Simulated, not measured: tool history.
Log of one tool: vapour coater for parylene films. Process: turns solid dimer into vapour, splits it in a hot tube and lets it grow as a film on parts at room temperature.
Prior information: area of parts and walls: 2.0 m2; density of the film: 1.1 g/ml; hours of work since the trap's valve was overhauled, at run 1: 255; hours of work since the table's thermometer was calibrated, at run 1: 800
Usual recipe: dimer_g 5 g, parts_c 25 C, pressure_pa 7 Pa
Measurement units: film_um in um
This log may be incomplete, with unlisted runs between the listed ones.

run	hour	dimer_g	parts_c	pressure_pa	hours of work since the trap's valve was overhauled	hours of work since the table's thermometer was calibrated	film_um
1	0	5	25	7	255	800	0.82
2	29.6	5	25	7	279	824	0.84
3	54.3	5	25	7	300	844	0.84
# hour 68.6: trap's valve overhauled
4	76.1	5	25	8.98	6	859	0.96
5	110.2	5	25	8.98	34	886	0.91
6	140.4	5	25	7	59	911	0.96
7	180.5	5	25	7	91	944	0.93
8	201.4	5	25	7	109	961	0.91
9	240.6	5	31	2.54	141	993	0.94
10	269.3	5	18	7	164	1016	0.99
11	307.9	5	18	2.94	196	1048	1.16
12	342	5	24	11.96	223	1076	0.8
13	378	5	24	11.96	253	1105	0.8
14	409.9	5	25	11.89	279	1131	0.8
15	429.8	6	23	3.99	295	1148	1.12

Below are 3 alternative next runs, each starting from the tool's condition after run 15. Predict each:
# hour 448.4: trap's valve overhauled
A	475.3	5	25	5.8	22	1182	?
# hour 448.4: trap's valve overhauled
B	475.3	6	34	3.99	22	1182	?
# hour 448.4: trap's valve overhauled
C	475.3	5	21	10.89	22	1182	?

run	film_um
A	1
B	1.02
C	1
With the hidden condition removed and each run's random variation left untouched, the same runs would have given:
run	film_um
A	1.02
B	1.04
C	1.03

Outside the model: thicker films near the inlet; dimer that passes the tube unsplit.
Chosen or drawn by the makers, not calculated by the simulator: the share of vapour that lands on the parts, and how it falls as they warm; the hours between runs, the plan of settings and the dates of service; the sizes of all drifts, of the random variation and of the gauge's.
